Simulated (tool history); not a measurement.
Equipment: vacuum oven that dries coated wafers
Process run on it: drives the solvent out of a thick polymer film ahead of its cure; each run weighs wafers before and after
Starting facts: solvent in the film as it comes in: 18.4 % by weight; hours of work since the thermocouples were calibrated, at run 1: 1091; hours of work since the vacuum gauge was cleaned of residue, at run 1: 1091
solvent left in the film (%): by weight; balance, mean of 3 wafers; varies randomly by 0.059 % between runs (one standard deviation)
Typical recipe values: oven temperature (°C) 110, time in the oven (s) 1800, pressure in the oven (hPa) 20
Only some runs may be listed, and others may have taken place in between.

| run | day | oven temperature (°C) | time in the oven (s) | pressure in the oven (hPa) | hours of work since the thermocouples were calibrated | hours of work since the vacuum gauge was cleaned of residue | solvent left in the film (%) |
|---|---|---|---|---|---|---|---|
| 1 | 0 | 110 | 1800 | 20 | 1091 | 1091 | 3.11 |
| 2 | 4.467 | 110 | 1800 | 20 | 1145 | 1145 | 3.15 |
| 3 | 8.479 | 110 | 1800 | 72.8 | 1193 | 1193 | 7.42 |
| 4 | 10.983 | 110 | 1800 | 72.8 | 1223 | 1223 | 7.53 |
| 5 | 13.3 | 110 | 1800 | 72.8 | 1251 | 1251 | 7.57 |
| 6 | 17.417 | 98 | 1800 | 72.8 | 1301 | 1301 | 12.49 |
| 7 | 21.771 | 98 | 1440 | 72.8 | 1353 | 1353 | 12.89 |
| 8 | 25.975 | 119 | 1440 | 72.8 | 1403 | 1403 | 5.22 |
| 9 | 28.808 | 116 | 1680 | 72.8 | 1438 | 1438 | 5.84 |
|  | 29.817 | vacuum gauge cleaned of residue and calibrated |
|  | 30.875 | oven's thermocouples calibrated |
| 10 | 32.008 | 120 | 960 | 72.8 | 14 | 25 | 5.81 |
| 11 | 34.688 | 110 | 1200 | 32.1 | 46 | 58 | 5.62 |
| 12 | 38.062 | 110 | 1800 | 20 | 86 | 98 | 3.2 |
| 13 | 40.75 | 124 | 1800 | 20 | 119 | 130 | 1.15 |
| 14 | 45.079 | 110 | 2160 | 20 | 171 | 182 | 2.63 |
| 15 | 47.683 | 110 | 2160 | 20 | 202 | 214 | 2.61 |
| 16 | 51.929 | 110 | 1920 | 69.1 | 253 | 265 | 6.92 |

The same runs without the tool's hidden state, with the same run-to-run variation:
The hidden state here: true wafer temperature over the reading, C; true pressure over the reading, kPa; drift of the gauge itself on solvent_pct, %.
| run | solvent left in the film (%) |
|---|---|
| 1 | 3.08 |
| 2 | 3.12 |
| 3 | 7.38 |
| 4 | 7.49 |
| 5 | 7.53 |
| 6 | 12.43 |
| 7 | 12.84 |
| 8 | 5.19 |
| 9 | 5.8 |
| 10 | 5.8 |
| 11 | 5.61 |
| 12 | 3.19 |
| 13 | 1.14 |
| 14 | 2.62 |
| 15 | 2.6 |
| 16 | 6.91 |

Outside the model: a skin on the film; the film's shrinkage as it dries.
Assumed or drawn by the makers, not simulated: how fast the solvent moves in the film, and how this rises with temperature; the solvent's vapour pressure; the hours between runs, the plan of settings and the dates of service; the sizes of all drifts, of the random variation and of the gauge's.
